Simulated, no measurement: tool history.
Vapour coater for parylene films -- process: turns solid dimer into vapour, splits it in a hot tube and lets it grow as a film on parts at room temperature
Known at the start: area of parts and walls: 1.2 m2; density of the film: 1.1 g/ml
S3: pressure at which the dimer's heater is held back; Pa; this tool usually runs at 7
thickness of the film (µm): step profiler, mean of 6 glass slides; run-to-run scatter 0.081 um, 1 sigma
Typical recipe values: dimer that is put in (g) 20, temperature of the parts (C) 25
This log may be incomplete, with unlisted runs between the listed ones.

Run 1, hour 0: usual settings. Result: thickness of the film (µm) 8.73.
Run 2, hour 37.1: usual settings. Result: thickness of the film (µm) 8.62.
Run 3, hour 70.3: usual settings. Result: thickness of the film (µm) 8.63.
Run 4, hour 122.1: usual settings. Result: thickness of the film (µm) 8.55.
Run 5, hour 177: usual settings. Result: thickness of the film (µm) 8.59.
Run 6, hour 219.5: usual settings. Result: thickness of the film (µm) 8.44.
At hour 239.1: trap's valve overhauled.
Run 7, hour 282.8: usual settings but dimer that is put in (g) 34. Result: thickness of the film (µm) 15.87.
Run 8, hour 337.6: usual settings but temperature of the parts (C) 35. Result: thickness of the film (µm) 6.08.
Run 9, hour 397.5: usual settings but S3 6.72 Pa. Result: thickness of the film (µm) 9.27.
Run 10, hour 442.1: usual settings but S3 6.72 Pa. Result: thickness of the film (µm) 9.25.
Run 11, hour 478.1: usual settings but dimer that is put in (g) 32, temperature of the parts (C) 18, S3 3.45 Pa. Result: thickness of the film (µm) 22.95.
At hour 486.4: table's thermometer calibrated.
Run 12, hour 528.5: usual settings but temperature of the parts (C) 28, S3 5.84 Pa. Result: thickness of the film (µm) 8.3.
Run 13, hour 582.8: usual settings. Result: thickness of the film (µm) 8.94.
Run 14, hour 643.7: usual settings but dimer that is put in (g) 24, temperature of the parts (C) 34, S3 10.85 Pa. Result: thickness of the film (µm) 6.5.
Run 15, hour 722.6: usual settings but dimer that is put in (g) 24, temperature of the parts (C) 34, S3 10.85 Pa. Result: thickness of the film (µm) 6.45.
Run 16, hour 757.3: usual settings but dimer that is put in (g) 24, temperature of the parts (C) 34, S3 10.85 Pa. Result: thickness of the film (µm) 6.43.
At hour 767.1: table's thermometer calibrated, once more.
Run 17, hour 831.3: usual settings but dimer that is put in (g) 24, temperature of the parts (C) 34, S3 10.85 Pa. Result: thickness of the film (µm) 6.55.

Here are 4 independent what-if runs from the current tool condition. What would each one return?
Run A, hour 875.3: usual settings but dimer that is put in (g) 31, temperature of the parts (C) 24, S3 7.49 Pa. Result: thickness of the film (µm) ?.
Run B, hour 875.3: usual settings but dimer that is put in (g) 11, temperature of the parts (C) 24, S3 10.19 Pa. Result: thickness of the film (µm) ?.
Run C, hour 875.3: usual settings but dimer that is put in (g) 12, temperature of the parts (C) 34, S3 10.85 Pa. Result: thickness of the film (µm) ?.
Run D, hour 875.3: usual settings but dimer that is put in (g) 9, temperature of the parts (C) 22, S3 3.94 Pa. Result: thickness of the film (µm) ?.

run  thickness of the film (µm)
  A                       14.13
  B                        4.65
  C                        3.32
  D                        5.11
Had the tool no hidden state, the same runs would have come out as:
run  thickness of the film (µm)
  A                       15.66
  B                        5.15
  C                        3.68
  D                        5.67
